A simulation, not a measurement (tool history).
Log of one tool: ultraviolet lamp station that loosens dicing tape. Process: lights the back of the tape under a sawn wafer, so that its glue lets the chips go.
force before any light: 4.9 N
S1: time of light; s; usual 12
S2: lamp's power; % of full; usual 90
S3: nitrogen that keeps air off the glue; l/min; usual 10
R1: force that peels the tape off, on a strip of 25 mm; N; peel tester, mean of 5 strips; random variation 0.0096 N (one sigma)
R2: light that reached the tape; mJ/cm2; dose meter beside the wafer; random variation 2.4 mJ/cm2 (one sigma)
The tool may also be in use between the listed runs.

run	hour	S1	S2	S3	R1	R2
1	0.0	12	90	10	0.572	225
2	20.7	12	90	10	0.568	221
3	69.6	12	90	10	0.602	222
# hour 94.9: window cleaned of glue's vapour
4	103.8	12	90	10	0.750	200
5	127.0	12	90	10	0.748	199
6	176.6	12	90	19	0.516	198
7	211.2	12	90	19	0.560	190
8	249.5	12	94	10	0.750	201
9	290.8	23	90	10	0.281	361
10	339.5	23	90	10	0.269	352
# hour 345.6: window cleaned of glue's vapour, once more
11	361.2	23	90	10	0.186	485
12	408.6	9	65	6	1.630	138
13	448.8	12	85	10	0.565	233
14	473.3	12	90	19	0.332	247
15	499.2	12	90	19	0.348	246
16	536.3	16	90	12	0.297	320
17	574.0	8	62	5	2.113	109
18	613.8	12	91	7	0.693	241
19	658.5	8	90	9	1.101	159
20	702.2	8	90	9	1.147	160

Forecast run 21:
21	733.2	7	75	9	?	?

{"run 21": {"R1": 1.635, "R2": 115}}
Without the tool's hidden state the same run would have given R1 1.326 N, R2 138 mJ/cm2.
